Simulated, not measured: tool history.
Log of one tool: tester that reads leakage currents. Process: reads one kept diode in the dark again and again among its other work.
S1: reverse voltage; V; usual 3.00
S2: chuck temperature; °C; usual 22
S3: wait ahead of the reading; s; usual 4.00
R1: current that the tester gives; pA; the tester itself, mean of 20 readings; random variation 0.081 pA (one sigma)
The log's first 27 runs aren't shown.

{"run": 28, "day": 62.579, "S1": 2.42, "S2": 45, "S3": 0.64, "R1": 113.04}
{"run": 29, "day": 64.733, "S1": 2.42, "S2": 45, "S3": 0.64, "R1": 112.94}
{"run": 30, "day": 67.55, "S1": 18.06, "S2": 37, "S3": 1.42, "R1": 152.73}
{"run": 31, "day": 69.271, "S1": 1.35, "S2": 30, "S3": 2.65, "R1": 28.24}
{"run": 32, "day": 72.596, "S1": 1.35, "S2": 30, "S3": 2.65, "R1": 28.31}
{"run": 33, "day": 74.529, "S1": 1.35, "S2": 30, "S3": 2.65, "R1": 28.13}
{"run": 34, "day": 76.483, "S1": 1.35, "S2": 30, "S3": 2.65, "R1": 28.2}
{"run": 35, "day": 79.742, "S1": 2.2, "S2": 22, "S3": 0.84, "R1": 18.82}
{"run": 36, "day": 81.817, "S1": 2.2, "S2": 22, "S3": 0.84, "R1": 18.74}
{"run": 37, "day": 83.375, "S1": 6.51, "S2": 22, "S3": 0.84, "R1": 30.94}
{"run": 38, "day": 86.596, "S1": 6.51, "S2": 22, "S3": 0.84, "R1": 31.27}
{"run": 39, "day": 89.646, "S1": 3.0, "S2": 52, "S3": 0.81, "R1": 202.35}
{"day": 90.783, "done": "chuck's temperature calibrated"}
{"run": 40, "day": 91.342, "S1": 5.44, "S2": 39, "S3": 1.89, "R1": 103.77}

4 ways to go on from here, each from the tool as it stands after run 40. What would each give?
{"run": "A", "day": 94.596, "S1": 2.98, "S2": 46, "S3": 0.36, "R1": "?"}
{"run": "B", "day": 94.596, "S1": 1.05, "S2": 23, "S3": 1.7, "R1": "?"}
{"run": "C", "day": 94.596, "S1": 10.2, "S2": 26, "S3": 2.03, "R1": "?"}
{"run": "D", "day": 94.596, "S1": 13.41, "S2": 22, "S3": 7.16, "R1": "?"}

run=A R1=134.10
run=B R1=14.53
run=C R1=50.52
run=D R1=40.60
Without the tool's hidden state the same runs would have given:
run=A R1=134.09
run=B R1=14.53
run=C R1=50.51
run=D R1=40.58
